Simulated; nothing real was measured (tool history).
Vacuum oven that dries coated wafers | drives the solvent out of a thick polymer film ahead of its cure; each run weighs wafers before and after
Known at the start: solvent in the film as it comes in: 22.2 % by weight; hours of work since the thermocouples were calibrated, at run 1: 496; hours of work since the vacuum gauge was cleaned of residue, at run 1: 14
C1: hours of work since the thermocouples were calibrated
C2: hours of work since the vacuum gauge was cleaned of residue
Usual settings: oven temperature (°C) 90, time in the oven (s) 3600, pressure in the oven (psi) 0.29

{"run": 1, "hour": 0.0, "oven temperature (°C)": 90, "time in the oven (s)": 3600, "pressure in the oven (psi)": 0.29, "C1": 496, "C2": 14, "solvent left in the film (%)": 3.11}
{"run": 2, "hour": 104.4, "oven temperature (°C)": 90, "time in the oven (s)": 3600, "pressure in the oven (psi)": 0.29, "C1": 555, "C2": 73, "solvent left in the film (%)": 3.21}
{"run": 3, "hour": 199.9, "oven temperature (°C)": 90, "time in the oven (s)": 3600, "pressure in the oven (psi)": 0.29, "C1": 609, "C2": 127, "solvent left in the film (%)": 3.13}
{"run": 4, "hour": 303.8, "oven temperature (°C)": 76, "time in the oven (s)": 3600, "pressure in the oven (psi)": 0.29, "C1": 668, "C2": 185, "solvent left in the film (%)": 10.13}
{"run": 5, "hour": 390.7, "oven temperature (°C)": 76, "time in the oven (s)": 3600, "pressure in the oven (psi)": 0.29, "C1": 717, "C2": 235, "solvent left in the film (%)": 10.08}
{"run": 6, "hour": 448.1, "oven temperature (°C)": 95, "time in the oven (s)": 3600, "pressure in the oven (psi)": 0.29, "C1": 749, "C2": 267, "solvent left in the film (%)": 1.53}
{"run": 7, "hour": 578.9, "oven temperature (°C)": 90, "time in the oven (s)": 3600, "pressure in the oven (psi)": 0.258, "C1": 823, "C2": 341, "solvent left in the film (%)": 3.07}
{"run": 8, "hour": 633.5, "oven temperature (°C)": 85, "time in the oven (s)": 3600, "pressure in the oven (psi)": 0.29, "C1": 854, "C2": 372, "solvent left in the film (%)": 5.41}
{"hour": 681.8, "done": "oven's thermocouples calibrated"}
{"run": 9, "hour": 700.8, "oven temperature (°C)": 85, "time in the oven (s)": 3600, "pressure in the oven (psi)": 0.29, "C1": 11, "C2": 408, "solvent left in the film (%)": 5.45}
{"run": 10, "hour": 759.4, "oven temperature (°C)": 78, "time in the oven (s)": 3600, "pressure in the oven (psi)": 0.29, "C1": 44, "C2": 441, "solvent left in the film (%)": 9.13}
{"run": 11, "hour": 884.7, "oven temperature (°C)": 78, "time in the oven (s)": 3600, "pressure in the oven (psi)": 0.29, "C1": 114, "C2": 512, "solvent left in the film (%)": 9.14}
{"run": 12, "hour": 960.8, "oven temperature (°C)": 78, "time in the oven (s)": 3600, "pressure in the oven (psi)": 0.29, "C1": 157, "C2": 555, "solvent left in the film (%)": 9.07}
{"run": 13, "hour": 1036.9, "oven temperature (°C)": 90, "time in the oven (s)": 3600, "pressure in the oven (psi)": 0.284, "C1": 200, "C2": 598, "solvent left in the film (%)": 3.13}
{"run": 14, "hour": 1097.9, "oven temperature (°C)": 90, "time in the oven (s)": 3300, "pressure in the oven (psi)": 0.187, "C1": 235, "C2": 632, "solvent left in the film (%)": 3.49}
{"run": 15, "hour": 1166.9, "oven temperature (°C)": 79, "time in the oven (s)": 3300, "pressure in the oven (psi)": 0.335, "C1": 274, "C2": 671, "solvent left in the film (%)": 9.33}
{"run": 16, "hour": 1235.6, "oven temperature (°C)": 86, "time in the oven (s)": 3600, "pressure in the oven (psi)": 0.29, "C1": 312, "C2": 710, "solvent left in the film (%)": 4.98}

The next listed run, before its measurement:
{"run": 17, "hour": 1360.7, "oven temperature (°C)": 79, "time in the oven (s)": 3360, "pressure in the oven (psi)": 0.29, "C1": 383, "C2": 781, "solvent left in the film (%)": "?"}

solvent left in the film (%): 8.92
Without the tool's hidden state the same run would have given solvent left in the film (%) 8.91.

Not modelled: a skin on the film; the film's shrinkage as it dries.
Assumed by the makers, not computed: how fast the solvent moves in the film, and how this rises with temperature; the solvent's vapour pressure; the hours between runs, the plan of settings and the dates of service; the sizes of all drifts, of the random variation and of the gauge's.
